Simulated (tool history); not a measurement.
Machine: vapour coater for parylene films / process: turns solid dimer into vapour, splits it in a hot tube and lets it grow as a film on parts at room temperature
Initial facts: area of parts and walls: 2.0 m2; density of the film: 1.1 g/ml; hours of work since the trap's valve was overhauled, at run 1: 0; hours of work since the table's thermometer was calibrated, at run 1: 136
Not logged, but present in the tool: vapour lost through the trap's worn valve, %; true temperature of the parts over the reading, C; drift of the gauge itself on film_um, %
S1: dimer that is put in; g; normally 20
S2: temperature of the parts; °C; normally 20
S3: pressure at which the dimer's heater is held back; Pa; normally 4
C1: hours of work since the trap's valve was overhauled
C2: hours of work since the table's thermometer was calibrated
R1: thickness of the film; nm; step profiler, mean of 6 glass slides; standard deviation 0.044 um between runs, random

run	hour	S1	S2	S3	C1	C2	R1
1	0	20	20	4	0	136	4760
2	69.7	20	20	4	53	189	4690
3	131.5	20	20	4	100	236	4650
4	173	20	20	4	132	268	4580
5	229.1	20	20	4	175	311	4460
# hour 291.8: trap's valve overhauled
6	300.3	20	20	4	6	362	4810
7	375	20	20	4	63	419	4660
8	422.1	20	20	4	99	455	4640
9	501.9	20	20	4	160	516	4400
10	567	20	13	4	210	565	5420
# hour 582.1: trap's valve overhauled
11	624.3	20	13	4	32	606	5880
12	668.2	20	13	4	66	639	5720
13	744.3	35	13	7.19	124	697	8560
14	782.4	35	16	3.73	153	726	8890
15	837.4	11	28	7.71	195	768	1630
# hour 871.9: trap's valve overhauled
16	907.3	18	18	2.19	27	819	5130
17	986.8	31	18	2.26	88	879	8570
18	1048.3	26	18	2.26	134	926	7040
19	1105.1	12	13	2.72	178	969	3670
20	1139.8	12	13	2.72	204	996	3480

Run by run, hidden condition taken away, random variation retained:
run	R1
1	4820
2	4860
3	4920
4	4910
5	4870
6	4880
7	4850
8	4920
9	4800
10	6060
11	6080
12	5990
13	9220
14	9700
15	1810
16	5310
17	9120
18	7650
19	4070
20	3910
